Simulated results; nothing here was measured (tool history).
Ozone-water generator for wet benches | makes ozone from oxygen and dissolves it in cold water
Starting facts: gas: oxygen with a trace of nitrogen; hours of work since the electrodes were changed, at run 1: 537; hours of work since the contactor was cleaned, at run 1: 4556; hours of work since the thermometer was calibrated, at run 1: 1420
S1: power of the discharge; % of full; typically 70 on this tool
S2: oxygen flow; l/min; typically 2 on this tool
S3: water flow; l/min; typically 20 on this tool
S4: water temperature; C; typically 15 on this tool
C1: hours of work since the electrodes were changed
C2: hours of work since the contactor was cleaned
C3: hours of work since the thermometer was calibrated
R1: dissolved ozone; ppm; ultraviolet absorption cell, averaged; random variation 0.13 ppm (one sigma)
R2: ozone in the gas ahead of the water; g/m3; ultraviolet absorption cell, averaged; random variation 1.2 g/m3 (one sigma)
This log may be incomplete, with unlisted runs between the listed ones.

Run 1, hour 0: usual settings; C1 537; C2 4556; C3 1420. Result: R1 13.6 ppm, R2 215.6 g/m3.
Run 2, hour 44: usual settings but S4 8 C; C1 574; C2 4593; C3 1456. Result: R1 13.9 ppm, R2 213.5 g/m3.
Run 3, hour 117.5: usual settings; C1 635; C2 4654; C3 1518. Result: R1 13.6 ppm, R2 213.4 g/m3.
Run 4, hour 202: usual settings; C1 706; C2 4725; C3 1588. Result: R1 13.2 ppm, R2 212.6 g/m3.
Run 5, hour 249.1: usual settings; C1 745; C2 4764; C3 1627. Result: R1 13.4 ppm, R2 211.7 g/m3.
Run 6, hour 323.6: usual settings but S1 76 % of full; C1 807; C2 4826; C3 1689. Result: R1 14 ppm, R2 223.2 g/m3.
Run 7, hour 383.8: usual settings but S2 2.09 l/min; C1 857; C2 4876; C3 1740. Result: R1 13.3 ppm, R2 208.6 g/m3.
Run 8, hour 464.8: usual settings but S3 26 l/min; C1 925; C2 4944; C3 1807. Result: R1 10.3 ppm, R2 210.9 g/m3.
Run 9, hour 509.5: usual settings but S3 14 l/min; C1 962; C2 4981; C3 1845. Result: R1 18.3 ppm, R2 210.4 g/m3.
Run 10, hour 588.5: usual settings but S3 14 l/min; C1 1028; C2 5047; C3 1910. Result: R1 18.3 ppm, R2 209.1 g/m3.
Run 11, hour 644.9: usual settings but S2 2.19 l/min; C1 1075; C2 5094; C3 1957. Result: R1 13.3 ppm, R2 198.3 g/m3.
Run 12, hour 688.5: usual settings but S2 2.26 l/min; C1 1112; C2 5131; C3 1994. Result: R1 13.4 ppm, R2 196.4 g/m3.
Run 13, hour 734.6: usual settings but S2 2.26 l/min; C1 1150; C2 5169; C3 2032. Result: R1 13.4 ppm, R2 195.8 g/m3.
Run 14, hour 821.4: usual settings but S2 2.26 l/min; C1 1222; C2 5241; C3 2105. Result: R1 13.4 ppm, R2 193.3 g/m3.
Run 15, hour 881.4: usual settings; C1 1273; C2 5291; C3 2155. Result: R1 13 ppm, R2 210 g/m3.
Run 16, hour 932.7: usual settings; C1 1315; C2 5334; C3 2198. Result: R1 13 ppm, R2 207.8 g/m3.
Run 17, hour 973.4: usual settings; C1 1349; C2 5368; C3 2231. Result: R1 13 ppm, R2 208.9 g/m3.
Run 18, hour 1040.3: usual settings but S2 1.32 l/min, S3 23 l/min, S4 10 C; C1 1405; C2 5424; C3 2287. Result: R1 10.7 ppm, R2 264.4 g/m3.
Run 19, hour 1111: usual settings but S3 24 l/min, S4 8 C; C1 1464; C2 5483; C3 2346. Result: R1 11.2 ppm, R2 209.7 g/m3.
Run 20, hour 1173.8: usual settings but S2 2.82 l/min, S3 14 l/min, S4 17 C; C1 1516; C2 5535; C3 2399. Result: R1 18 ppm, R2 167.6 g/m3.
Run 21, hour 1257.4: usual settings but S2 2.82 l/min, S3 14 l/min, S4 17 C; C1 1586; C2 5605; C3 2468. Result: R1 17.8 ppm, R2 169.7 g/m3.
Run 22, hour 1327.4: usual settings but S2 1.16 l/min; C1 1644; C2 5663; C3 2527. Result: R1 11.6 ppm, R2 285.6 g/m3.

Forecast run 23:
Run 23, hour 1373.9: usual settings but S2 1.16 l/min; C1 1683; C2 5702; C3 2565. Result: R1 ?, R2 ?.

Run 23 produced R1 11.4 ppm, R2 287.2 g/m3.
If the tool had no hidden condition, the same run with the same run-to-run variation would have returned R1 12.7 ppm, R2 300 g/m3.
